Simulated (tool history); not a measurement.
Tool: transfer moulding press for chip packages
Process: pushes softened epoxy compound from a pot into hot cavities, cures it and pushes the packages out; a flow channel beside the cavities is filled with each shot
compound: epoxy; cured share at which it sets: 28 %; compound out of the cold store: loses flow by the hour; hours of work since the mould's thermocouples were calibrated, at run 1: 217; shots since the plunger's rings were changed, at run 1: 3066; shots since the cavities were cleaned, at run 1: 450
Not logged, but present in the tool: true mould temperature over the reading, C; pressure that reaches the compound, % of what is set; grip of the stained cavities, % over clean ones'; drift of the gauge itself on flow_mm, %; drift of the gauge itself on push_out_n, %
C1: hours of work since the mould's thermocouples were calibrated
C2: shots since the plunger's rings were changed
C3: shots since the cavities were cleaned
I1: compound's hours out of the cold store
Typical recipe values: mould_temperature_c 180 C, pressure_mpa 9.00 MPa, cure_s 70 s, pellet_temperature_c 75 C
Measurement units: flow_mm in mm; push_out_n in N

run 1 hour=0.0 | mould_temperature_c=180 pressure_mpa=9.00 cure_s=70 pellet_temperature_c=75 | C1=217 C2=3066 C3=450 | I1=35.7 | flow_mm=562 push_out_n=468
run 2 hour=24.6 | mould_temperature_c=180 pressure_mpa=9.00 cure_s=70 pellet_temperature_c=75 | C1=235 C2=3465 C3=849 | I1=31.1 | flow_mm=569 push_out_n=549
-- hour=32.7 cavities cleaned with cleaning compound and waxed
run 3 hour=48.8 | mould_temperature_c=180 pressure_mpa=9.00 cure_s=70 pellet_temperature_c=75 | C1=252 C2=3835 C3=262 | I1=38.0 | flow_mm=545 push_out_n=610
run 4 hour=75.1 | mould_temperature_c=180 pressure_mpa=9.00 cure_s=70 pellet_temperature_c=79 | C1=271 C2=4263 C3=690 | I1=29.2 | flow_mm=567 push_out_n=562
-- hour=93.0 plunger's sealing rings changed
-- hour=96.6 cavities cleaned with cleaning compound and waxed
run 5 hour=100.8 | mould_temperature_c=180 pressure_mpa=9.00 cure_s=70 pellet_temperature_c=79 | C1=287 C2=103 C3=69 | I1=41.5 | flow_mm=563 push_out_n=304
run 6 hour=115.5 | mould_temperature_c=180 pressure_mpa=9.00 cure_s=70 pellet_temperature_c=79 | C1=298 C2=342 C3=308 | I1=34.8 | flow_mm=586 push_out_n=433
run 7 hour=142.9 | mould_temperature_c=180 pressure_mpa=9.00 cure_s=70 pellet_temperature_c=79 | C1=319 C2=788 C3=754 | I1=12.1 | flow_mm=677 push_out_n=575
-- hour=157.5 cavities cleaned with cleaning compound and waxed
run 8 hour=160.6 | mould_temperature_c=180 pressure_mpa=9.00 cure_s=70 pellet_temperature_c=79 | C1=331 C2=1052 C3=51 | I1=14.9 | flow_mm=662 push_out_n=324
run 9 hour=182.8 | mould_temperature_c=180 pressure_mpa=9.00 cure_s=70 pellet_temperature_c=79 | C1=347 C2=1413 C3=412 | I1=12.3 | flow_mm=665 push_out_n=488
-- hour=196.7 cavities cleaned with cleaning compound and waxed, once more
run 10 hour=197.3 | mould_temperature_c=180 pressure_mpa=10.31 cure_s=70 pellet_temperature_c=75 | C1=357 C2=1624 C3=10 | I1=46.1 | flow_mm=569 push_out_n=261
run 11 hour=220.1 | mould_temperature_c=180 pressure_mpa=9.00 cure_s=70 pellet_temperature_c=75 | C1=374 C2=1994 C3=380 | I1=21.2 | flow_mm=626 push_out_n=478
run 12 hour=245.2 | mould_temperature_c=180 pressure_mpa=9.00 cure_s=70 pellet_temperature_c=75 | C1=393 C2=2402 C3=788 | I1=34.1 | flow_mm=570 push_out_n=517
-- hour=257.2 cavities cleaned with cleaning compound and waxed
run 13 hour=265.5 | mould_temperature_c=180 pressure_mpa=10.72 cure_s=70 pellet_temperature_c=75 | C1=407 C2=2708 C3=135 | I1=35.5 | flow_mm=614 push_out_n=350
run 14 hour=290.1 | mould_temperature_c=180 pressure_mpa=9.00 cure_s=70 pellet_temperature_c=75 | C1=425 C2=3109 C3=536 | I1=37.5 | flow_mm=555 push_out_n=500
run 15 hour=314.9 | mould_temperature_c=180 pressure_mpa=9.00 cure_s=70 pellet_temperature_c=75 | C1=443 C2=3511 C3=938 | I1=45.3 | flow_mm=526 push_out_n=523
-- hour=318.1 cavities cleaned with cleaning compound and waxed
run 16 hour=338.2 | mould_temperature_c=180 pressure_mpa=10.07 cure_s=70 pellet_temperature_c=66 | C1=460 C2=3866 C3=326 | I1=40.0 | flow_mm=563 push_out_n=460
run 17 hour=352.6 | mould_temperature_c=180 pressure_mpa=9.70 cure_s=74 pellet_temperature_c=66 | C1=470 C2=4101 C3=561 | I1=26.9 | flow_mm=607 push_out_n=471
-- hour=379.4 plunger's sealing rings changed
-- hour=380.9 cavities cleaned with cleaning compound and waxed
run 18 hour=380.9 | mould_temperature_c=180 pressure_mpa=9.70 cure_s=74 pellet_temperature_c=66 | C1=489 C2=0 C3=0 | I1=33.5 | flow_mm=619 push_out_n=235
run 19 hour=409.2 | mould_temperature_c=183 pressure_mpa=9.00 cure_s=70 pellet_temperature_c=75 | C1=510 C2=460 C3=460 | I1=18.6 | flow_mm=640 push_out_n=424
run 20 hour=429.0 | mould_temperature_c=180 pressure_mpa=7.74 cure_s=97 pellet_temperature_c=75 | C1=524 C2=784 C3=784 | I1=32.1 | flow_mm=549 push_out_n=348
-- hour=442.4 cavities cleaned with cleaning compound and waxed
run 21 hour=456.4 | mould_temperature_c=180 pressure_mpa=7.06 cure_s=76 pellet_temperature_c=77 | C1=544 C2=1204 C3=228 | I1=17.8 | flow_mm=577 push_out_n=350
run 22 hour=468.8 | mould_temperature_c=180 pressure_mpa=7.96 cure_s=98 pellet_temperature_c=68 | C1=553 C2=1406 C3=430 | I1=16.6 | flow_mm=614 push_out_n=315
run 23 hour=481.6 | mould_temperature_c=180 pressure_mpa=9.05 cure_s=75 pellet_temperature_c=68 | C1=562 C2=1615 C3=639 | I1=22.5 | flow_mm=627 push_out_n=451
-- hour=502.6 cavities cleaned with cleaning compound and waxed
run 24 hour=513.6 | mould_temperature_c=175 pressure_mpa=9.00 cure_s=99 pellet_temperature_c=78 | C1=585 C2=2111 C3=179 | I1=11.2 | flow_mm=681 push_out_n=293
-- hour=518.0 mould's thermocouples calibrated
run 25 hour=541.1 | mould_temperature_c=175 pressure_mpa=7.33 cure_s=99 pellet_temperature_c=80 | C1=17 C2=2525 C3=593 | I1=44.3 | flow_mm=492 push_out_n=376
-- hour=565.5 cavities cleaned with cleaning compound and waxed
run 26 hour=567.6 | mould_temperature_c=182 pressure_mpa=7.64 cure_s=71 pellet_temperature_c=75 | C1=36 C2=2932 C3=35 | I1=35.6 | flow_mm=513 push_out_n=270
run 27 hour=596.2 | mould_temperature_c=180 pressure_mpa=9.00 cure_s=104 pellet_temperature_c=75 | C1=57 C2=3397 C3=500 | I1=27.9 | flow_mm=585 push_out_n=334
-- hour=625.6 cavities cleaned with cleaning compound and waxed
run 28 hour=625.6 | mould_temperature_c=180 pressure_mpa=7.83 cure_s=84 pellet_temperature_c=77 | C1=78 C2=3850 C3=0 | I1=39.7 | flow_mm=501 push_out_n=193
run 29 hour=650.3 | mould_temperature_c=180 pressure_mpa=9.00 cure_s=70 pellet_temperature_c=76 | C1=96 C2=4253 C3=403 | I1=13.2 | flow_mm=641 push_out_n=508

Across each entry between runs, compare the hidden state at the last listed run before it with the hidden state at the first listed run after it:
In the gap between runs 2 and 3: cavities cleaned with cleaning compound and waxed (hour 32.7)
  true mould temperature over the reading, C: 0.33 -> 0.35; pressure that reaches the compound, % of what is set: 89.92 -> 89.03; grip of the stained cavities, % over clean ones': 106.4 -> 139.5
  difference, measured minus the result without the unlogged condition, flow_mm: -32 -> -34 mm; push_out_n: +276 -> +352 N
In the gap between runs 4 and 5: plunger's sealing rings changed (hour 93.0); cavities cleaned with cleaning compound and waxed (hour 96.6)
  true mould temperature over the reading, C: 0.37 -> 0.38; pressure that reaches the compound, % of what is set: 87.75 -> 99.6; grip of the stained cavities, % over clean ones': 122.4 -> 22
  difference, measured minus the result without the unlogged condition, flow_mm: -39 -> -2 mm; push_out_n: +307 -> +50 N
In the gap between runs 7 and 8: cavities cleaned with cleaning compound and waxed (hour 157.5)
  true mould temperature over the reading, C: 0.42 -> 0.43; pressure that reaches the compound, % of what is set: 97.73 -> 96.95; grip of the stained cavities, % over clean ones': 102.8 -> 17
  difference, measured minus the result without the unlogged condition, flow_mm: -9 -> -11 mm; push_out_n: +285 -> +40 N
In the gap between runs 9 and 10: cavities cleaned with cleaning compound and waxed, once more (hour 196.7)
  true mould temperature over the reading, C: 0.45 -> 0.46; pressure that reaches the compound, % of what is set: 95.89 -> 95.24; grip of the stained cavities, % over clean ones': 80.2 -> 5
  difference, measured minus the result without the unlogged condition, flow_mm: -16 -> -15 mm; push_out_n: +208 -> +7 N
In the gap between runs 12 and 13: cavities cleaned with cleaning compound and waxed (hour 257.2)
  true mould temperature over the reading, C: 0.49 -> 0.51; pressure that reaches the compound, % of what is set: 93.12 -> 92.33; grip of the stained cavities, % over clean ones': 104.4 -> 38.5
  difference, measured minus the result without the unlogged condition, flow_mm: -22 -> -26 mm; push_out_n: +258 -> +90 N
In the gap between runs 15 and 16: cavities cleaned with cleaning compound and waxed (hour 318.1)
  true mould temperature over the reading, C: 0.54 -> 0.56; pressure that reaches the compound, % of what is set: 90.04 -> 89.12; grip of the stained cavities, % over clean ones': 108.4 -> 71
  difference, measured minus the result without the unlogged condition, flow_mm: -29 -> -35 mm; push_out_n: +264 -> +179 N
In the gap between runs 17 and 18: plunger's sealing rings changed (hour 379.4); cavities cleaned with cleaning compound and waxed (hour 380.9)
  true mould temperature over the reading, C: 0.57 -> 0.59; pressure that reaches the compound, % of what is set: 88.52 -> 99.85; grip of the stained cavities, % over clean ones': 93.1 -> 1
  difference, measured minus the result without the unlogged condition, flow_mm: -40 -> -2 mm; push_out_n: +218 -> -4 N
In the gap between runs 20 and 21: cavities cleaned with cleaning compound and waxed (hour 442.4)
  true mould temperature over the reading, C: 0.62 -> 0.64; pressure that reaches the compound, % of what is set: 97.91 -> 96.68; grip of the stained cavities, % over clean ones': 103 -> 55.4
  difference, measured minus the result without the unlogged condition, flow_mm: -7 -> -11 mm; push_out_n: +177 -> +118 N
In the gap between runs 23 and 24: cavities cleaned with cleaning compound and waxed (hour 502.6)
  true mould temperature over the reading, C: 0.66 -> 0.69; pressure that reaches the compound, % of what is set: 95.59 -> 94.18; grip of the stained cavities, % over clean ones': 95.7 -> 51.1
  difference, measured minus the result without the unlogged condition, flow_mm: -16 -> -22 mm; push_out_n: +211 -> +97 N
In the gap between runs 24 and 25: mould's thermocouples calibrated (hour 518.0)
  true mould temperature over the reading, C: 0.69 -> 0.24; pressure that reaches the compound, % of what is set: 94.18 -> 93.11; grip of the stained cavities, % over clean ones': 51.1 -> 97.2
  difference, measured minus the result without the unlogged condition, flow_mm: -22 -> -19 mm; push_out_n: +97 -> +185 N
In the gap between runs 25 and 26: cavities cleaned with cleaning compound and waxed (hour 565.5)
  true mould temperature over the reading, C: 0.24 -> 0.26; pressure that reaches the compound, % of what is set: 93.11 -> 92; grip of the stained cavities, % over clean ones': 97.2 -> 12.1
  difference, measured minus the result without the unlogged condition, flow_mm: -19 -> -23 mm; push_out_n: +185 -> +26 N
In the gap between runs 27 and 28: cavities cleaned with cleaning compound and waxed (hour 625.6)
  true mould temperature over the reading, C: 0.28 -> 0.3; pressure that reaches the compound, % of what is set: 90.71 -> 89.47; grip of the stained cavities, % over clean ones': 88.2 -> 1.7
  difference, measured minus the result without the unlogged condition, flow_mm: -29 -> -30 mm; push_out_n: +156 -> +2 N
